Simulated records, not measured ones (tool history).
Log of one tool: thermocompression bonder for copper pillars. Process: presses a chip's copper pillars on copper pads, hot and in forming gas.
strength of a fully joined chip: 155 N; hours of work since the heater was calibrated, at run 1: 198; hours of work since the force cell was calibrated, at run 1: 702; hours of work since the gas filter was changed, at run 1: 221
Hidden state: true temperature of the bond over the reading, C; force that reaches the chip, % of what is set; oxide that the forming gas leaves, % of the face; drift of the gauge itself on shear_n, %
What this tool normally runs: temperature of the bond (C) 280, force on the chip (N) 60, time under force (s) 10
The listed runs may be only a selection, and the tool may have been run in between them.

| run | hour | temperature of the bond (C) | force on the chip (N) | time under force (s) | hours of work since the heater was calibrated | hours of work since the force cell was calibrated | hours of work since the gas filter was changed | force that shears a chip off (N) |
|---|---|---|---|---|---|---|---|---|
| 1 | 0.0 | 280 | 60 | 10 | 198 | 702 | 221 | 65.0 |
| 2 | 8.3 | 275 | 60 | 10 | 203 | 707 | 225 | 61.3 |
| 3 | 19.4 | 280 | 60 | 6 | 209 | 713 | 231 | 53.0 |
|  | 25.0 | forming gas filter changed |
| 4 | 27.7 | 280 | 60 | 6 | 213 | 717 | 2 | 55.9 |
| 5 | 35.7 | 280 | 82 | 10 | 218 | 722 | 6 | 92.0 |
| 6 | 41.3 | 254 | 82 | 10 | 221 | 725 | 9 | 72.4 |
|  | 47.0 | force cell calibrated |
| 7 | 50.9 | 254 | 64 | 10 | 225 | 2 | 13 | 50.8 |
| 8 | 62.7 | 254 | 64 | 10 | 232 | 9 | 20 | 50.9 |
| 9 | 69.5 | 254 | 64 | 10 | 235 | 12 | 24 | 51.0 |
| 10 | 80.7 | 254 | 64 | 10 | 242 | 18 | 30 | 50.6 |
| 11 | 91.7 | 254 | 64 | 10 | 248 | 25 | 36 | 51.1 |
| 12 | 100.7 | 280 | 60 | 10 | 253 | 29 | 41 | 61.8 |
| 13 | 108.4 | 280 | 60 | 10 | 257 | 34 | 45 | 62.8 |
| 14 | 115.8 | 280 | 60 | 10 | 261 | 38 | 49 | 62.3 |
| 15 | 124.7 | 280 | 60 | 10 | 266 | 43 | 54 | 61.8 |
| 16 | 133.1 | 280 | 60 | 10 | 270 | 47 | 58 | 62.5 |
| 17 | 138.6 | 301 | 60 | 7 | 273 | 50 | 61 | 66.2 |
| 18 | 145.2 | 301 | 56 | 7 | 277 | 54 | 65 | 60.8 |
| 19 | 152.4 | 301 | 56 | 7 | 281 | 58 | 69 | 61.0 |
| 20 | 160.8 | 308 | 80 | 6 | 285 | 62 | 74 | 86.4 |
| 21 | 166.5 | 280 | 41 | 10 | 289 | 66 | 77 | 40.7 |
|  | 169.1 | heater calibrated with a thermocouple chip |
| 22 | 180.8 | 280 | 41 | 10 | 6 | 72 | 84 | 38.5 |
| 23 | 190.0 | 288 | 52 | 14 | 11 | 77 | 89 | 64.0 |
| 24 | 198.3 | 288 | 50 | 13 | 16 | 82 | 93 | 59.0 |
| 25 | 209.2 | 264 | 50 | 13 | 22 | 88 | 99 | 45.7 |
| 26 | 220.4 | 264 | 50 | 13 | 28 | 94 | 105 | 46.5 |
|  | 231.1 | heater calibrated with a thermocouple chip, once more |
| 27 | 233.3 | 264 | 59 | 5 | 1 | 100 | 111 | 38.7 |
| 28 | 245.5 | 264 | 59 | 5 | 8 | 107 | 118 | 39.2 |
| 29 | 253.4 | 264 | 59 | 5 | 12 | 111 | 122 | 39.4 |
| 30 | 260.7 | 264 | 47 | 20 | 16 | 115 | 126 | 53.5 |
| 31 | 272.1 | 264 | 84 | 23 | 23 | 121 | 132 | 98.2 |

A few steps of force that shears a chip off (N) between consecutive runs. Split each: what settings, incoming material and random variation would produce without the hidden state, and what is left over for the hidden state, along with gauge scatter present in only one of the two compared results (measured, and without hidden state):
Run 3 -> 4: forming gas filter changed. force that shears a chip off (N) +2.9: hidden state +3.2, all else -0.3.
Run 4 -> 5: force on the chip (N) 60 -> 82, time under force (s) 6 -> 10. force that shears a chip off (N) +36.1: hidden state +0.9, all else +35.2.
Run 6 -> 7: force on the chip (N) 82 -> 64, force cell calibrated. force that shears a chip off (N) -21.6: hidden state -5.2, all else -16.4.
Run 20 -> 21: temperature of the bond (C) 308 -> 280, force on the chip (N) 80 -> 41, time under force (s) 6 -> 10. force that shears a chip off (N) -45.7: hidden state +1.2, all else -46.9.
Run 26 -> 27: force on the chip (N) 50 -> 59, time under force (s) 13 -> 5, heater calibrated with a thermocouple chip, once more. force that shears a chip off (N) -7.8: hidden state +2.5, all else -10.3.
Run 30 -> 31: force on the chip (N) 47 -> 84, time under force (s) 20 -> 23. force that shears a chip off (N) +44.7: hidden state -1.6, all else +46.3.

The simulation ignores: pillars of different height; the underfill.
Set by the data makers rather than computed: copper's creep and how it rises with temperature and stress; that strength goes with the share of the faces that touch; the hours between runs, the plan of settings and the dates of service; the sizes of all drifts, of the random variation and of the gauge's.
